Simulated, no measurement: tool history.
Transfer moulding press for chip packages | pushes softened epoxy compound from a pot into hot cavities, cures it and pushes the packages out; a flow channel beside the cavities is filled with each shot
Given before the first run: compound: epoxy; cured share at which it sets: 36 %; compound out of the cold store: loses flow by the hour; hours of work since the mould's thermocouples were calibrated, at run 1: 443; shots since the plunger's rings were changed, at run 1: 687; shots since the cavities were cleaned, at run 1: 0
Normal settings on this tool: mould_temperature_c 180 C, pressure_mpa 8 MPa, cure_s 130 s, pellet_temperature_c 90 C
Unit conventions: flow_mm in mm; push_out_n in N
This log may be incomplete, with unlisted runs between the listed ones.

run	day	mould_temperature_c	pressure_mpa	cure_s	pellet_temperature_c	hours of work since the mould's thermocouples were calibrated	shots since the plunger's rings were changed	shots since the cavities were cleaned	incoming compound's hours out of the cold store	flow_mm	push_out_n
1	0	180	8	130	90	443	687	0	32.6	613.2	216
2	1.512	174	8	130	90	465	1001	314	45	604.2	388
# day 3.292: cavities cleaned with cleaning compound and waxed
3	4.417	174	8	130	90	505	1591	233	41	607.8	374
4	6.142	174	8	130	90	530	1950	592	18	646.6	450
# day 6.608: cavities cleaned with cleaning compound and waxed
5	9.571	180	8	130	85	578	2648	615	37.5	595.1	371
# day 9.958: cavities cleaned with cleaning compound and waxed
# day 10.646: plunger's sealing rings changed
6	11.938	180	8	121	85	609	268	389	41.5	601.1	363
# day 13.521: cavities cleaned with cleaning compound and waxed
7	13.567	180	8	121	85	632	594	10	41.9	596.1	223
8	16.171	183	7.89	160	92	669	1134	550	47.7	576.2	343
# day 16.896: cavities cleaned with cleaning compound and waxed
9	18.125	183	7.89	160	92	696	1526	254	21.3	617	299
# day 20.312: cavities cleaned with cleaning compound and waxed
10	20.446	183	7.89	160	92	728	1996	28	38.9	584.3	221
11	23.342	183	7.89	160	92	769	2596	628	47.3	569.8	345
# day 23.746: mould's thermocouples calibrated
# day 23.808: cavities cleaned with cleaning compound and waxed
# day 24.792: plunger's sealing rings changed
12	25.025	180	7.62	130	83	16	49	231	45.6	583	333
# day 27.225: cavities cleaned with cleaning compound and waxed
13	27.454	187	6.08	156	92	50	540	47	14.4	553	221
14	30.188	187	6.08	156	92	89	1107	614	30.1	526.6	337

Here are 4 independent what-if runs from the current tool condition. What would each one return?
# day 30.5: cavities cleaned with cleaning compound and waxed
A	33.625	184	8	130	80	137	1808	649	35.4	?	?
# day 30.5: cavities cleaned with cleaning compound and waxed
B	33.625	184	8.03	128	90	137	1808	649	19.5	?	?
# day 30.5: cavities cleaned with cleaning compound and waxed
C	33.625	187	6.08	118	92	137	1808	649	35.8	?	?
# day 30.5: cavities cleaned with cleaning compound and waxed
D	33.625	180	8.33	130	93	137	1808	649	39.8	?	?

run	flow_mm	push_out_n
A	596.2	350
B	622.5	360
C	513.6	361
D	607.4	353
The same runs, with their run-to-run variation unchanged, on a tool lacking any hidden condition would have given:
run	flow_mm	push_out_n
A	608.8	203
B	635.7	209
C	524.5	209
D	620.3	204

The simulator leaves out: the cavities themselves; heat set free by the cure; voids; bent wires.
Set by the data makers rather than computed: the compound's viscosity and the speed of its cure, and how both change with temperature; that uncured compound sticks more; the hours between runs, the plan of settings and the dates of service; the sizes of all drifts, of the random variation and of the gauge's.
